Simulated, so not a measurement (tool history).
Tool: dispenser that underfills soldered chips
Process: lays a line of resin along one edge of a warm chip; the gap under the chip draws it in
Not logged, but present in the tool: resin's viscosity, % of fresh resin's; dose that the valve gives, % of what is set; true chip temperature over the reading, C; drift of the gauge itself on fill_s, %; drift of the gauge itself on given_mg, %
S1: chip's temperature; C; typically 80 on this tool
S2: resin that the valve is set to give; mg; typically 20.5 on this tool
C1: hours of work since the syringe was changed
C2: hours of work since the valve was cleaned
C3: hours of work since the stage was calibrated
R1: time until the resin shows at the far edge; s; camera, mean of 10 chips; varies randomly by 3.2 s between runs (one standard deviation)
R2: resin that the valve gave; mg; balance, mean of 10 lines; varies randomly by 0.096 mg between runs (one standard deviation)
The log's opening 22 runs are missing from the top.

At hour 186.1: new syringe of resin.
Run 23, hour 192.0: usual settings but S1 85 C, S2 19.9 mg; C1 4; C2 12; C3 377. Result: R1 378.2 s, R2 19.82 mg.
At hour 194.3: new syringe of resin.
Run 24, hour 200.0: usual settings but S1 77 C, S2 23.1 mg; C1 4; C2 18; C3 382. Result: R1 534.1 s, R2 22.77 mg.
At hour 202.6: new syringe of resin.
Run 25, hour 209.8: usual settings but S1 75 C, S2 18.3 mg; C1 5; C2 25; C3 389. Result: R1 619.8 s, R2 18.07 mg.
At hour 210.9: new syringe of resin.
At hour 219.0: new syringe of resin.
Run 26, hour 221.0: usual settings but S1 88 C, S2 21.0 mg; C1 1; C2 32; C3 396. Result: R1 283.7 s, R2 20.70 mg.
At hour 227.3: new syringe of resin.
Run 27, hour 230.8: usual settings but S1 91 C, S2 21.1 mg; C1 2; C2 39; C3 403. Result: R1 268.8 s, R2 20.77 mg.
At hour 235.8: new syringe of resin.
Run 28, hour 240.9: usual settings but S1 78 C, S2 18.8 mg; C1 4; C2 45; C3 410. Result: R1 501.2 s, R2 18.49 mg.
At hour 244.2: new syringe of resin.
Run 29, hour 248.3: usual settings but S1 94 C, S2 21.2 mg; C1 3; C2 50; C3 415. Result: R1 252.1 s, R2 20.89 mg.
At hour 252.3: new syringe of resin.
At hour 260.3: new syringe of resin.
Run 30, hour 260.3: usual settings but S1 94 C, S2 21.2 mg; C1 0; C2 58; C3 423. Result: R1 209.5 s, R2 20.80 mg.
At hour 268.5: new syringe of resin.
Run 31, hour 268.8: usual settings but S1 94 C, S2 21.2 mg; C1 0; C2 64; C3 428. Result: R1 214.8 s, R2 20.53 mg.
At hour 276.5: new syringe of resin.
Run 32, hour 276.5: usual settings but S1 94 C, S2 21.2 mg; C1 0; C2 69; C3 434. Result: R1 207.3 s, R2 20.61 mg.
At hour 284.9: new syringe of resin.
Run 33, hour 285.4: usual settings but S1 94 C, S2 21.2 mg; C1 0; C2 75; C3 440. Result: R1 217.5 s, R2 20.59 mg.
At hour 293.7: new syringe of resin.
Run 34, hour 294.6: usual settings but S1 93 C, S2 18.2 mg; C1 1; C2 82; C3 446. Result: R1 232.0 s, R2 17.62 mg.

Forecast each of these 3 alternatives for the next run:
At hour 302.0: new syringe of resin.
Run A, hour 304.2: usual settings but S1 66 C, S2 26.6 mg; C1 1; C2 88; C3 452. Result: R1 ?, R2 ?.
At hour 302.0: new syringe of resin.
Run B, hour 304.2: usual settings but S1 93 C, S2 18.2 mg; C1 1; C2 88; C3 452. Result: R1 ?, R2 ?.
At hour 302.0: new syringe of resin.
Run C, hour 304.2: usual settings but S2 20.9 mg; C1 1; C2 88; C3 452. Result: R1 ?, R2 ?.

run     R1     R2
  A  694.8  25.75
  B  250.7  17.87
  C  389.1  20.16
What these runs would have given with no unlogged condition in the tool:
run     R1     R2
  A  561.0  26.66
  B  204.1  18.50
  C  315.7  20.87
